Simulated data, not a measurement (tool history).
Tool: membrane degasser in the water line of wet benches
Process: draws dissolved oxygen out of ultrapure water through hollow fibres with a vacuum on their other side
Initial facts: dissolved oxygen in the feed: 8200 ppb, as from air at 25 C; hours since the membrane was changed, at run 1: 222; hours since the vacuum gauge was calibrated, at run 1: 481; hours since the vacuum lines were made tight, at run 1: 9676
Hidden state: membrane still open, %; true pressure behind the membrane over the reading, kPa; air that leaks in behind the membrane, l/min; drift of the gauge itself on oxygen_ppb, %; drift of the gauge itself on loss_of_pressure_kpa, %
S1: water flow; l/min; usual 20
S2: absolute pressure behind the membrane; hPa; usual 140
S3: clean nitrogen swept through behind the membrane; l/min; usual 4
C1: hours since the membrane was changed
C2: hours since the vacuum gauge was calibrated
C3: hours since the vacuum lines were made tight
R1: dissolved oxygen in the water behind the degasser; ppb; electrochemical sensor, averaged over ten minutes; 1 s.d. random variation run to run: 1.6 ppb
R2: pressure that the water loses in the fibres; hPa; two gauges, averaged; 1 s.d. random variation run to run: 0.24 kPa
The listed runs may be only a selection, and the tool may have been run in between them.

{"run": 1, "hour": 0.0, "S1": 20, "S2": 140, "S3": 4, "C1": 222, "C2": 481, "C3": 9676, "R1": 157.9, "R2": 602.4}
{"run": 2, "hour": 30.8, "S1": 20, "S2": 140, "S3": 4, "C1": 253, "C2": 512, "C3": 9707, "R1": 158.8, "R2": 604.5}
{"run": 3, "hour": 69.7, "S1": 20, "S2": 94, "S3": 4, "C1": 292, "C2": 551, "C3": 9746, "R1": 103.1, "R2": 598.9}
{"run": 4, "hour": 87.9, "S1": 20, "S2": 94, "S3": 4, "C1": 310, "C2": 569, "C3": 9764, "R1": 104, "R2": 606.5}
{"run": 5, "hour": 108.9, "S1": 20, "S2": 94, "S3": 4, "C1": 331, "C2": 590, "C3": 9785, "R1": 102.6, "R2": 609.9}
{"run": 6, "hour": 151.4, "S1": 20, "S2": 94, "S3": 4, "C1": 374, "C2": 633, "C3": 9828, "R1": 104.7, "R2": 603.8}
{"run": 7, "hour": 171.9, "S1": 20, "S2": 94, "S3": 4, "C1": 394, "C2": 653, "C3": 9848, "R1": 104.9, "R2": 603.4}
{"run": 8, "hour": 198.7, "S1": 14, "S2": 140, "S3": 4, "C1": 421, "C2": 680, "C3": 9875, "R1": 106.6, "R2": 423.7}
{"run": 9, "hour": 227.6, "S1": 20, "S2": 140, "S3": 4, "C1": 450, "C2": 709, "C3": 9904, "R1": 160.1, "R2": 604.9}
{"run": 10, "hour": 250.3, "S1": 20, "S2": 298, "S3": 4, "C1": 473, "C2": 732, "C3": 9927, "R1": 339, "R2": 606.7}
{"run": 11, "hour": 283.1, "S1": 20, "S2": 247, "S3": 4, "C1": 505, "C2": 764, "C3": 9960, "R1": 281, "R2": 604.3}
{"run": 12, "hour": 320.2, "S1": 15, "S2": 140, "S3": 4, "C1": 543, "C2": 802, "C3": 9997, "R1": 114.4, "R2": 455.6}
{"run": 13, "hour": 341.5, "S1": 25, "S2": 140, "S3": 4, "C1": 564, "C2": 823, "C3": 10018, "R1": 205.2, "R2": 760}
{"run": 14, "hour": 386.3, "S1": 20, "S2": 140, "S3": 4, "C1": 609, "C2": 868, "C3": 10063, "R1": 161, "R2": 606.6}
{"run": 15, "hour": 405.1, "S1": 20, "S2": 265, "S3": 4, "C1": 627, "C2": 886, "C3": 10082, "R1": 303.5, "R2": 605.8}
{"run": 16, "hour": 427.1, "S1": 20, "S2": 265, "S3": 1.68, "C1": 649, "C2": 908, "C3": 10104, "R1": 634.6, "R2": 605.3}
{"run": 17, "hour": 451.8, "S1": 20, "S2": 265, "S3": 1.68, "C1": 674, "C2": 933, "C3": 10128, "R1": 629.7, "R2": 604.6}
{"run": 18, "hour": 494.9, "S1": 20, "S2": 265, "S3": 1.68, "C1": 717, "C2": 976, "C3": 10171, "R1": 634.7, "R2": 602.9}
{"run": 19, "hour": 520.0, "S1": 20, "S2": 124, "S3": 3.45, "C1": 742, "C2": 1001, "C3": 10196, "R1": 152.5, "R2": 606.3}
{"run": 20, "hour": 554.7, "S1": 20, "S2": 124, "S3": 3.45, "C1": 777, "C2": 1036, "C3": 10231, "R1": 153.4, "R2": 603.2}
{"run": 21, "hour": 596.3, "S1": 22, "S2": 166, "S3": 3.45, "C1": 819, "C2": 1078, "C3": 10273, "R1": 235.2, "R2": 661.9}
{"run": 22, "hour": 629.7, "S1": 26, "S2": 100, "S3": 3.45, "C1": 852, "C2": 1111, "C3": 10306, "R1": 168.9, "R2": 789.4}
{"run": 23, "hour": 658.9, "S1": 29, "S2": 150, "S3": 2.63, "C1": 881, "C2": 1140, "C3": 10335, "R1": 351.5, "R2": 875.3}
{"run": 24, "hour": 690.3, "S1": 21, "S2": 188, "S3": 2.56, "C1": 913, "C2": 1172, "C3": 10367, "R1": 329.8, "R2": 633.8}
{"run": 25, "hour": 711.9, "S1": 21, "S2": 188, "S3": 2.56, "C1": 934, "C2": 1193, "C3": 10388, "R1": 324.7, "R2": 634.3}
{"run": 26, "hour": 751.3, "S1": 21, "S2": 188, "S3": 2.56, "C1": 974, "C2": 1233, "C3": 10428, "R1": 323.8, "R2": 632.4}
{"run": 27, "hour": 781.8, "S1": 21, "S2": 188, "S3": 2.56, "C1": 1004, "C2": 1263, "C3": 10458, "R1": 327.6, "R2": 636.4}
{"run": 28, "hour": 814.6, "S1": 15, "S2": 140, "S3": 9.77, "C1": 1037, "C2": 1296, "C3": 10491, "R1": 57.1, "R2": 452.5}
{"run": 29, "hour": 851.3, "S1": 15, "S2": 140, "S3": 2.73, "C1": 1074, "C2": 1333, "C3": 10528, "R1": 161.4, "R2": 451.1}
{"run": 30, "hour": 876.2, "S1": 24, "S2": 332, "S3": 2.84, "C1": 1098, "C2": 1358, "C3": 10553, "R1": 592.5, "R2": 723.2}
{"run": 31, "hour": 918.5, "S1": 24, "S2": 332, "S3": 2.84, "C1": 1141, "C2": 1400, "C3": 10595, "R1": 604.7, "R2": 723}
{"run": 32, "hour": 942.7, "S1": 13, "S2": 332, "S3": 2.21, "C1": 1165, "C2": 1424, "C3": 10619, "R1": 415.2, "R2": 398}
{"run": 33, "hour": 982.8, "S1": 31, "S2": 156, "S3": 3.73, "C1": 1205, "C2": 1464, "C3": 10659, "R1": 303.4, "R2": 932.5}

Here are 3 independent what-if runs from the current tool condition. What would each one return?
{"run": "A", "hour": 1026.7, "S1": 22, "S2": 164, "S3": 10.67, "C1": 1249, "C2": 1508, "C3": 10703, "R1": "?", "R2": "?"}
{"run": "B", "hour": 1026.7, "S1": 20, "S2": 140, "S3": 7.65, "C1": 1249, "C2": 1508, "C3": 10703, "R1": "?", "R2": "?"}
{"run": "C", "hour": 1026.7, "S1": 29, "S2": 135, "S3": 3.73, "C1": 1249, "C2": 1508, "C3": 10703, "R1": "?", "R2": "?"}

run=A R1=104.6 R2=668.1
run=B R1=97.9 R2=608.9
run=C R1=251 R2=881.8
Stripped of hidden state, with their random variation kept, the same runs would have yielded:
run=A R1=104.5 R2=668
run=B R1=97.9 R2=608.8
run=C R1=250.9 R2=881.7

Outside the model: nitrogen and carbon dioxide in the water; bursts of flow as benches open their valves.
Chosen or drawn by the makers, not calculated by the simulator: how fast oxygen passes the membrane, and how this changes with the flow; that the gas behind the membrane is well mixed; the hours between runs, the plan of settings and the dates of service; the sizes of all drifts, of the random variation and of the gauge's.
